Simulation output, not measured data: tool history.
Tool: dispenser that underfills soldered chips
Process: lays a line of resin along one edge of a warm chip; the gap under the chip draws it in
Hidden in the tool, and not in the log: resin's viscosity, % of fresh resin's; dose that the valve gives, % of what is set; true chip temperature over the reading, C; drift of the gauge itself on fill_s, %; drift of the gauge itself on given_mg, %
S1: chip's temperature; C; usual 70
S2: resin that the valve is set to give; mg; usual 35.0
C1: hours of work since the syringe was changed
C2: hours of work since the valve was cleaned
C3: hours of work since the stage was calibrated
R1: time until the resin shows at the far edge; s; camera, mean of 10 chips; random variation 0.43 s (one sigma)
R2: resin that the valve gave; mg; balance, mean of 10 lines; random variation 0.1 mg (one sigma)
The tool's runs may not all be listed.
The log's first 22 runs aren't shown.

run,hour,S1,S2,C1,C2,C3,R1,R2
# hour 169.3: new syringe of resin
23,172.0,82,40.1,2,39,76,21.1,39.30
# hour 178.0: new syringe of resin
24,180.3,82,40.1,2,46,83,20.3,39.49
# hour 186.4: new syringe of resin
25,189.1,81,39.6,2,52,89,21.4,38.96
# hour 195.1: new syringe of resin
26,198.3,81,37.4,3,60,96,23.7,36.55
# hour 203.7: new syringe of resin
27,205.1,72,40.2,1,65,102,31.5,39.11
# hour 211.7: new syringe of resin
28,213.5,62,35.0,1,71,108,50.5,34.10
# hour 219.8: new syringe of resin
29,223.8,69,41.4,3,79,116,39.1,40.05
# hour 227.9: new syringe of resin
30,230.5,64,34.7,2,84,121,47.5,33.47
# hour 236.3: new syringe of resin
31,240.4,64,34.2,3,92,129,49.8,32.72
# hour 244.9: new syringe of resin
32,247.1,73,32.2,2,97,134,31.7,30.99
# hour 252.9: new syringe of resin
33,254.8,73,32.2,1,103,140,31.3,30.83
# hour 261.2: new syringe of resin
34,264.3,83,37.3,2,110,147,21.0,35.55

3 ways to go on from here, each from the tool as it stands after run 34. What would each give?
# hour 269.0: dispensing valve cleaned and set on the balance
# hour 270.8: new syringe of resin
A,272.6,68,39.1,1,3,152,?,?
# hour 269.0: dispensing valve cleaned and set on the balance
# hour 270.8: new syringe of resin
B,272.6,65,38.5,1,3,152,?,?
# hour 269.0: dispensing valve cleaned and set on the balance
# hour 270.8: new syringe of resin
C,272.6,83,33.5,1,3,152,?,?

run,R1,R2
A,37.7,39.07
B,43.9,38.51
C,19.9,33.56
Without the tool's hidden state the same runs would have given:
run,R1,R2
A,33.3,39.06
B,38.8,38.50
C,17.5,33.55
